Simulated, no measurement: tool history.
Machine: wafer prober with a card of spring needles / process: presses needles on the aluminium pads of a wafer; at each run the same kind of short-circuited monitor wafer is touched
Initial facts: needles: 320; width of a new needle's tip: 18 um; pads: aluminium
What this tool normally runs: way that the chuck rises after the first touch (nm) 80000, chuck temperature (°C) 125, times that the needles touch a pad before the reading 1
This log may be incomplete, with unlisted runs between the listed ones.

run,hour,way that the chuck rises after the first touch (nm),chuck temperature (°C),times that the needles touch a pad before the reading,resistance of one needle with its contact and lead (mohm),way that a needle slides on the pad (nm)
1,0,80000,125,1,306,13060
2,10.5,80000,125,1,340,13060
3,18.3,80000,125,1,352,13110
# hour 19.9: tips cleaned on abrasive film
4,30.6,80000,125,1,335,13060
# hour 41.1: tips cleaned on abrasive film
5,43.5,80000,125,2,294,13050
6,55.2,80000,125,1,338,13060
# hour 62.1: tips cleaned on abrasive film
7,64.8,80000,125,1,310,13050
8,76.1,80000,125,1,343,13070
9,82.8,80000,125,1,343,13020
# hour 84.3: tips cleaned on abrasive film
10,92.7,80000,125,1,329,13000
11,99.9,80000,125,1,339,13010
# hour 105.9: tips cleaned on abrasive film
12,113.6,80000,39,1,300,13020
13,125,80000,39,1,332,12970
# hour 127.7: tips cleaned on abrasive film
14,137.9,80000,119,1,331,12940
# hour 139: height of the first contact set anew
15,146.4,80000,119,1,353,12760
# hour 149: tips cleaned on abrasive film
16,156.6,80000,119,1,322,12730
17,164,80000,125,1,345,12780
# hour 170.5: tips cleaned on abrasive film
18,178.9,80000,125,1,327,12770
# hour 191.5: tips cleaned on abrasive film
19,193.3,94000,125,1,294,15050
20,209.1,80000,110,1,345,12710
# hour 212.7: tips cleaned on abrasive film
21,222.4,65000,28,1,342,10210
# hour 223.6: height of the first contact set anew, once more
22,232.2,66000,42,1,366,11060
# hour 234.1: tips cleaned on abrasive film
23,247.2,93000,42,1,307,15470
# hour 255.2: tips cleaned on abrasive film
24,255.9,80000,59,1,277,13360
25,266,80000,125,3,305,13330
# hour 276.5: tips cleaned on abrasive film
26,281.6,63000,110,2,316,10490
27,292.1,66000,41,2,319,10990
# hour 298.2: tips cleaned on abrasive film
28,306.1,91000,125,2,305,15140
# hour 320.1: tips cleaned on abrasive film
29,320.4,91000,125,2,292,15150
30,327.2,91000,125,2,303,15110
31,340.3,91000,125,2,315,15090
# hour 341.4: tips cleaned on abrasive film
32,347.4,97000,125,2,295,16070
33,359.1,89000,47,3,286,14760

4 ways to go on from here, each from the tool as it stands after run 33. What would each give?
# hour 363.3: tips cleaned on abrasive film
A,367.7,82000,125,1,?,?
# hour 363.3: tips cleaned on abrasive film
B,367.7,87000,125,2,?,?
# hour 363.3: tips cleaned on abrasive film
C,367.7,79000,95,1,?,?
# hour 363.3: tips cleaned on abrasive film
D,367.7,63000,47,2,?,?

run,resistance of one needle with its contact and lead (mohm),way that a needle slides on the pad (nm)
A,313,13550
B,305,14420
C,305,13080
D,301,10380
Had the tool no hidden state, the same runs would have come out as:
run,resistance of one needle with its contact and lead (mohm),way that a needle slides on the pad (nm)
A,288,13670
B,291,14540
C,277,13190
D,273,10500
